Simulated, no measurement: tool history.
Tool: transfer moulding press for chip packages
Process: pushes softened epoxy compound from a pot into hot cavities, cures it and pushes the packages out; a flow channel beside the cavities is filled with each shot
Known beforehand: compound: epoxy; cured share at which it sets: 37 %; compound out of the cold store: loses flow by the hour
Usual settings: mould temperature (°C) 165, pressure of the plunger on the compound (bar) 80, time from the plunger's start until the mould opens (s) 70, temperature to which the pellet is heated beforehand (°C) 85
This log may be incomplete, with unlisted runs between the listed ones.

run   hour  mould temperature (°C)  pressure of the plunger on the compound (bar)  time from the plunger's start until the mould opens (s)  temperature to which the pellet is heated beforehand (°C)  incoming compound's hours out of the cold store  length that the compound runs in the flow channel (mm)  greatest force on the pins that push the packages out (N)
  1      0                     165                                             80                                                       70                                                         85                                             14.8                                                     816                                                       1126
  2    4.8                     165                                             80                                                       70                                                         85                                               29                                                     768                                                       1080
  3    9.8                     165                                             80                                                       70                                                         85                                             24.9                                                     775                                                       1071
  4   19.1                     165                                             80                                                       70                                                         85                                             35.9                                                     732                                                       1061
  5   25.3                     165                                           64.4                                                       70                                                         85                                               23                                                     694                                                        631
  6   34.4                     165                                           64.4                                                       70                                                         85                                             43.2                                                     634                                                        697
  7   44.4                     165                                           64.4                                                       70                                                         85                                              8.2                                                     760                                                        881
  8   50.1                     165                                           64.4                                                       70                                                         85                                             28.3                                                     688                                                        904
  9   54.4                     165                                           64.4                                                       70                                                         85                                             47.5                                                     630                                                        918
 10   63.2                     165                                           64.4                                                       70                                                         85                                             19.7                                                     709                                                       1038
 11   67.4                     165                                             80                                                       70                                                         85                                             19.7                                                     795                                                       1019
 12   73.9                     165                                             80                                                       70                                                         85                                             37.5                                                     735                                                       1044
 13   80.4                     165                                             80                                                       70                                                         85                                             24.4                                                     781                                                       1087
 14   88.1                     161                                             80                                                       70                                                         85                                             41.6                                                     739                                                       1374
 15   95.9                     165                                             80                                                       70                                                         89                                             31.6                                                     744                                                       1146
 16  105.9                     165                                             80                                                       70                                                         89                                             20.4                                                     779                                                        643
 17  114.7                     161                                             80                                                      105                                                         85                                             44.7                                                     714                                                        528
 18  120.9                     161                                           91.9                                                       50                                                         88                                             18.8                                                     872                                                       2359
 19    130                     169                                           85.9                                                       55                                                         85                                             24.8                                                     779                                                       1313
 20  137.7                     165                                             80                                                       64                                                         85                                             22.2                                                     775                                                       1257
 21    143                     165                                             80                                                       99                                                         85                                             29.3                                                     743                                                        690
 22  148.8                     162                                             80                                                       70                                                         85                                             15.4                                                     814                                                       1355
 23  157.3                     162                                             80                                                       70                                                         85                                               21                                                     786                                                       1424
 24  164.6                     159                                           63.6                                                       73                                                         85                                             28.3                                                     700                                                       1565
 25  173.9                     165                                           72.8                                                       70                                                         85                                              9.5                                                     773                                                       1208
 26  183.1                     159                                           86.8                                                       73                                                         94                                             21.2                                                     832                                                        904
 27  190.5                     159                                           86.8                                                       73                                                         94                                             45.4                                                     740                                                        921
 28  197.3                     159                                           86.8                                                       73                                                         94                                             36.4                                                     760                                                       1143

Not shown here: 3 entries made in the log between runs. Locate each between two listed runs and compare the hidden state at the listed run before it with the hidden state at the listed run after it:
After run 4, before run 5: cavities cleaned with cleaning compound and waxed (hour 24)
  pressure that reaches the compound, % of what is set: 93.7 -> 93.53; grip of the stained cavities, % over clean ones': 90.2 -> 4.4
  what was measured, less what the result would be without the hidden state, length that the compound runs in the flow channel (mm): -23 -> -22; greatest force on the pins that push the packages out (N): +512 -> +40
After run 15, before run 16: cavities cleaned with cleaning compound and waxed (hour 103.2)
  true mould temperature over the reading, C: -0.37 -> -0.38; pressure that reaches the compound, % of what is set: 91.07 -> 90.77; grip of the stained cavities, % over clean ones': 90.2 -> 9.5
  what was measured, less what the result would be without the hidden state, length that the compound runs in the flow channel (mm): -34 -> -37; greatest force on the pins that push the packages out (N): +558 -> +72
After run 25, before run 26: cavities cleaned with cleaning compound and waxed (hour 182.1)
  true mould temperature over the reading, C: -0.45 -> -0.46; pressure that reaches the compound, % of what is set: 88.4 -> 88.14; grip of the stained cavities, % over clean ones': 89.9 -> 3.6
  what was measured, less what the result would be without the hidden state, length that the compound runs in the flow channel (mm): -47 -> -52; greatest force on the pins that push the packages out (N): +594 -> +64
